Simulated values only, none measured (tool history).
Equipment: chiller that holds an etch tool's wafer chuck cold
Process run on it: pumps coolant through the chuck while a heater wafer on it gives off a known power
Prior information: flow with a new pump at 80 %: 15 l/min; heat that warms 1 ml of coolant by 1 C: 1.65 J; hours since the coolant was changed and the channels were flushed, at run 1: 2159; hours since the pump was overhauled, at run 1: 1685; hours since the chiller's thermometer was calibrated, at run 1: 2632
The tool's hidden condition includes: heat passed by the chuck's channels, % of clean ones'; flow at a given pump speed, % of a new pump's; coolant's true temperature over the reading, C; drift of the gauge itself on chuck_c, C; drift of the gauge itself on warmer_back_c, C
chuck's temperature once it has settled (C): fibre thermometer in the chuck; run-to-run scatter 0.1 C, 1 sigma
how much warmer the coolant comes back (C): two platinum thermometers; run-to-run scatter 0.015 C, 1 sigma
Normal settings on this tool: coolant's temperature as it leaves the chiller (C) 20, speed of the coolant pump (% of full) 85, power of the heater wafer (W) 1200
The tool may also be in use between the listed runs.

run      day  coolant's temperature as it leaves the chiller (C)  speed of the coolant pump (% of full)  power of the heater wafer (W)  hours since the coolant was changed and the channels were flushed  hours since the pump was overhauled  hours since the chiller's thermometer was calibrated  chuck's temperature once it has settled (C)  how much warmer the coolant comes back (C)
  1        0                                                  20                                     85                           1200                                                               2159                                 1685                                                  2632                                         33.3                                        2.72
  2    2.638                                                  20                                     85                           1200                                                               2222                                 1748                                                  2695                                         33.3                                        2.75
  3    6.008                                                  20                                     85                           1200                                                               2303                                 1829                                                  2776                                         33.2                                        2.74
  4    9.138                                                  20                                     85                           1200                                                               2378                                 1904                                                  2851                                         33.3                                        2.74
  5   13.154                                                  20                                     85                           1200                                                               2474                                 2001                                                  2948                                         33.1                                        2.72
  6   16.779                                                  20                                     85                           1200                                                               2561                                 2088                                                  3035                                         33.2                                        2.75
  7   20.879                                                  20                                     85                           1200                                                               2660                                 2186                                                  3133                                         33.3                                         2.7
  8   25.021                                                  20                                     85                           1200                                                               2759                                 2286                                                  3233                                         33.1                                        2.74
  9   29.467                                                  20                                     85                            695                                                               2866                                 2392                                                  3339                                         27.6                                        1.58
 10   33.412                                                  20                                     65                           1200                                                               2960                                 2487                                                  3434                                         35.7                                        3.66
 11   36.258                                                  20                                     85                           1376                                                               3029                                 2555                                                  3502                                           35                                        3.12
 12   40.217                                                  20                                     85                           1317                                                               3124                                 2650                                                  3597                                         34.4                                        2.98
 13   43.412                                                  20                                     85                           1317                                                               3200                                 2727                                                  3674                                         34.5                                        3.01
 14   46.533                                                  20                                     85                           1200                                                               3275                                 2802                                                  3749                                         33.1                                        2.73
 15   49.667                                                  20                                     85                            619                                                               3351                                 2877                                                  3824                                         26.7                                        1.39
 16   52.079                                                  20                                     66                            619                                                               3409                                 2935                                                  3882                                         27.9                                        1.85
 17   55.771                                                  20                                     66                            619                                                               3497                                 3024                                                  3970                                         27.9                                        1.84
 18   59.954                                                  11                                     82                            984                                                               3597                                 3124                                                  4071                                           22                                        2.36
 19   64.775                                                  13                                     87                           1200                                                               3713                                 3240                                                  4187                                           26                                        2.66
 20   68.654                                                  13                                     87                           1355                                                               3806                                 3333                                                  4280                                         27.6                                        3.03
 21   71.421                                                  15                                     87                            934                                                               3873                                 3399                                                  4346                                         25.2                                        2.08
 22   75.392                                                  15                                     87                           1636                                                               3968                                 3495                                                  4441                                         32.7                                        3.62
 23   78.296                                                  15                                     87                           1636                                                               4038                                 3564                                                  4511                                         32.7                                         3.6
 24   81.858                                                  23                                     91                           1225                                                               4123                                 3650                                                  4597                                         35.9                                        2.61
      83.979  -- chiller's thermometer calibrated
 25    86.35                                                  17                                     84                            954                                                               4230                                 3757                                                    57                                         27.6                                        2.16
 26   89.604                                                  17                                     84                            954                                                               4308                                 3835                                                   135                                         27.4                                        2.18
 27   94.042                                                  13                                     88                           1483                                                               4415                                 3941                                                   242                                           29                                        3.27
 28   97.258                                                  25                                     97                           1326                                                               4492                                 4018                                                   319                                         38.4                                        2.61
 29  101.317                                                  20                                     61                            649                                                               4589                                 4116                                                   416                                         29.1                                        2.14
 30  104.883                                                  15                                     78                           1200                                                               4675                                 4201                                                   502                                         28.9                                           3
 31  108.271                                                  15                                     90                            628                                                               4756                                 4283                                                   583                                         21.6                                        1.35
 32  111.921                                                  15                                     90                            628                                                               4844                                 4370                                                   671                                         21.6                                        1.35
 33  114.738                                                  19                                     85                            694                                                               4911                                 4438                                                   738                                         26.5                                        1.56

Alternative continuations, all from the tool just after run 33; predict every row:
  A  117.496                                                  17                                     85                           1604                                                               4978                                 4504                                                   804                                            ?                                           ?
  B  117.496                                                  27                                     77                           1200                                                               4978                                 4504                                                   804                                            ?                                           ?
  C  117.496                                                  19                                     90                           1560                                                               4978                                 4504                                                   804                                            ?                                           ?

run  chuck's temperature once it has settled (C)  how much warmer the coolant comes back (C)
  A                                         34.6                                        3.64
  B                                         41.1                                        3.07
  C                                         35.6                                        3.33
Without the tool's unlogged condition, the same runs would have read:
run  chuck's temperature once it has settled (C)  how much warmer the coolant comes back (C)
  A                                         34.6                                        3.64
  B                                           41                                        3.06
  C                                         35.6                                        3.33
